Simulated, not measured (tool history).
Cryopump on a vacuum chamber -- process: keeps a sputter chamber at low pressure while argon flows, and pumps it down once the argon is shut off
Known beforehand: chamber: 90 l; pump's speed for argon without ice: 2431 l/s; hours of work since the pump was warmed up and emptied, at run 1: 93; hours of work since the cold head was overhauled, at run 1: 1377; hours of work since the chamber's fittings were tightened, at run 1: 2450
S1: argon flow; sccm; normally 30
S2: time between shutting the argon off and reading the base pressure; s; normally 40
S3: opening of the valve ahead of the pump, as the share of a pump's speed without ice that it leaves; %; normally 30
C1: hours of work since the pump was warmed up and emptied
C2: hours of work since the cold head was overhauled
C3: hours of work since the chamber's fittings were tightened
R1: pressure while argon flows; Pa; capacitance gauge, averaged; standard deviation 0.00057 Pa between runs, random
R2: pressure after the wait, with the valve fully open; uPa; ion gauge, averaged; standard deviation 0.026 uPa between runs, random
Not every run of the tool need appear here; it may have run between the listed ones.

run,hour,S1,S2,S3,C1,C2,C3,R1,R2
1,0,30,40,30,93,1377,2450,0.0701,1.92
2,29.8,30,40,34,114,1398,2472,0.0633,1.91
3,68.6,30,40,57,143,1427,2500,0.0388,1.95
4,129.5,28,40,30,187,1471,2545,0.0667,2.06
5,184.9,30,40,30,227,1511,2585,0.072,2.1
6,211.6,30,40,30,247,1531,2604,0.0718,2.1
7,255.3,30,40,30,279,1562,2636,0.0727,2.08
8,311,30,40,22,319,1603,2677,0.0984,2.03
9,344.7,30,40,22,344,1628,2701,0.0987,2.1
10,404.4,30,40,22,387,1671,2745,0.0997,2.17
# hour 437.2: pump warmed up, emptied and cooled again
11,472.7,30,40,22,26,1717,2791,0.0937,2
12,511.7,30,40,22,54,1746,2819,0.095,2.01
# hour 561.7: leaking fittings of the chamber tightened, without venting
13,563.9,30,40,30,91,1782,2,0.0706,1.18
14,608.1,30,40,30,123,1814,34,0.0708,1.08
15,641.8,30,40,30,148,1839,58,0.0719,1.13
16,704.2,30,40,30,193,1884,104,0.0717,1.14
17,750.3,58,40,30,227,1918,137,0.139,1.2
18,779,30,40,28,247,1939,158,0.0774,1.19
19,808.8,30,40,28,269,1960,180,0.0772,1.12
20,854.9,30,40,28,303,1994,213,0.0777,1.22
21,906.2,41,28,28,340,2031,251,0.1066,1.65
22,964.9,18,184,28,383,2074,294,0.0478,0.45
# hour 1006.5: pump warmed up, emptied and cooled again
23,1029.7,39,287,28,17,2118,337,0.0975,0.41
24,1055.7,25,72,41,36,2137,356,0.043,0.77
25,1109.8,25,72,41,75,2176,395,0.0429,0.81
26,1141.6,25,72,42,98,2199,419,0.0433,0.87
27,1194.9,18,27,38,137,2238,457,0.0337,1.71
28,1259,30,40,18,184,2284,504,0.1178,1.3
29,1318.2,30,40,25,227,2328,547,0.0861,1.3
30,1353.8,13,51,15,253,2353,573,0.0626,1.13
31,1385.7,13,51,15,276,2377,596,0.0624,1.09
32,1429.3,43,92,32,308,2408,628,0.0977,0.82
33,1490.8,43,92,32,353,2453,673,0.099,0.85
34,1539.2,39,222,16,388,2488,708,0.1752,0.59

What if the next run were any one of these 3? Each begins from the tool's condition after run 34:
# hour 1572.5: pump warmed up, emptied and cooled again
A,1580.4,16,222,16,6,2515,734,?,?
# hour 1572.5: pump warmed up, emptied and cooled again
B,1580.4,23,66,33,6,2515,734,?,?
# hour 1572.5: pump warmed up, emptied and cooled again
C,1580.4,13,222,56,6,2515,734,?,?

run,R1,R2
A,0.07,0.52
B,0.0486,1.01
C,0.0178,0.52
With no hidden state in the tool, these same runs would have given:
run,R1,R2
A,0.0698,0.27
B,0.0483,0.74
C,0.0176,0.26

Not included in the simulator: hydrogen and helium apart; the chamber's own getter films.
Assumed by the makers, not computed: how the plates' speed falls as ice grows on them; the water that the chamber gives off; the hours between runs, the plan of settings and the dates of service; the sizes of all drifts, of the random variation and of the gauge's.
